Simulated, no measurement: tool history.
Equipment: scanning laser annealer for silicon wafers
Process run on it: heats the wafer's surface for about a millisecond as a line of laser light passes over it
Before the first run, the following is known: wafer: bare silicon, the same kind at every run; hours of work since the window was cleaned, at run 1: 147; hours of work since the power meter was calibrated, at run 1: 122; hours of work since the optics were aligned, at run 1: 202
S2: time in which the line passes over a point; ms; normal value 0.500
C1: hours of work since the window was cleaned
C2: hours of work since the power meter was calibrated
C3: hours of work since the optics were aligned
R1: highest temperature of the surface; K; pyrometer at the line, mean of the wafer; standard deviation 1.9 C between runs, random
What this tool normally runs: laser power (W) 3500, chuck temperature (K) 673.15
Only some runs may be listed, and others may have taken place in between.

{"run": 1, "day": 0.0, "laser power (W)": 3500, "S2": 0.5, "chuck temperature (K)": 673.15, "C1": 147, "C2": 122, "C3": 202, "R1": 1462.15}
{"run": 2, "day": 0.825, "laser power (W)": 3500, "S2": 0.5, "chuck temperature (K)": 673.15, "C1": 157, "C2": 132, "C3": 213, "R1": 1465.15}
{"run": 3, "day": 2.312, "laser power (W)": 3500, "S2": 0.5, "chuck temperature (K)": 653.15, "C1": 175, "C2": 151, "C3": 231, "R1": 1439.15}
{"run": 4, "day": 3.012, "laser power (W)": 3500, "S2": 0.5, "chuck temperature (K)": 673.15, "C1": 184, "C2": 159, "C3": 240, "R1": 1462.15}
{"run": 5, "day": 4.492, "laser power (W)": 3500, "S2": 0.5, "chuck temperature (K)": 673.15, "C1": 203, "C2": 178, "C3": 259, "R1": 1459.15}
{"run": 6, "day": 5.833, "laser power (W)": 3500, "S2": 0.5, "chuck temperature (K)": 673.15, "C1": 219, "C2": 194, "C3": 275, "R1": 1459.15}
{"run": 7, "day": 6.512, "laser power (W)": 3500, "S2": 0.5, "chuck temperature (K)": 673.15, "C1": 228, "C2": 203, "C3": 284, "R1": 1456.15}
{"run": 8, "day": 7.908, "laser power (W)": 3500, "S2": 0.545, "chuck temperature (K)": 671.15, "C1": 245, "C2": 220, "C3": 301, "R1": 1488.15}
{"run": 9, "day": 8.821, "laser power (W)": 3710, "S2": 0.609, "chuck temperature (K)": 635.15, "C1": 257, "C2": 232, "C3": 313, "R1": 1569.15}
{"run": 10, "day": 9.629, "laser power (W)": 3500, "S2": 0.602, "chuck temperature (K)": 635.15, "C1": 267, "C2": 242, "C3": 323, "R1": 1494.15}

4 options for the next run, each taken on its own from the tool as it stands now. Forecast them:
{"run": "A", "day": 10.354, "laser power (W)": 3500, "S2": 0.5, "chuck temperature (K)": 662.15, "C1": 276, "C2": 251, "C3": 332, "R1": "?"}
{"run": "B", "day": 10.354, "laser power (W)": 3310, "S2": 0.414, "chuck temperature (K)": 677.15, "C1": 276, "C2": 251, "C3": 332, "R1": "?"}
{"run": "C", "day": 10.354, "laser power (W)": 3090, "S2": 0.5, "chuck temperature (K)": 641.15, "C1": 276, "C2": 251, "C3": 332, "R1": "?"}
{"run": "D", "day": 10.354, "laser power (W)": 3500, "S2": 0.602, "chuck temperature (K)": 649.15, "C1": 276, "C2": 251, "C3": 332, "R1": "?"}

run=A R1=1443.15
run=B R1=1337.15
run=C R1=1303.15
run=D R1=1505.15
Without the tool's hidden state the same runs would have given:
run=A R1=1466.15
run=B R1=1356.15
run=C R1=1322.15
run=D R1=1531.15

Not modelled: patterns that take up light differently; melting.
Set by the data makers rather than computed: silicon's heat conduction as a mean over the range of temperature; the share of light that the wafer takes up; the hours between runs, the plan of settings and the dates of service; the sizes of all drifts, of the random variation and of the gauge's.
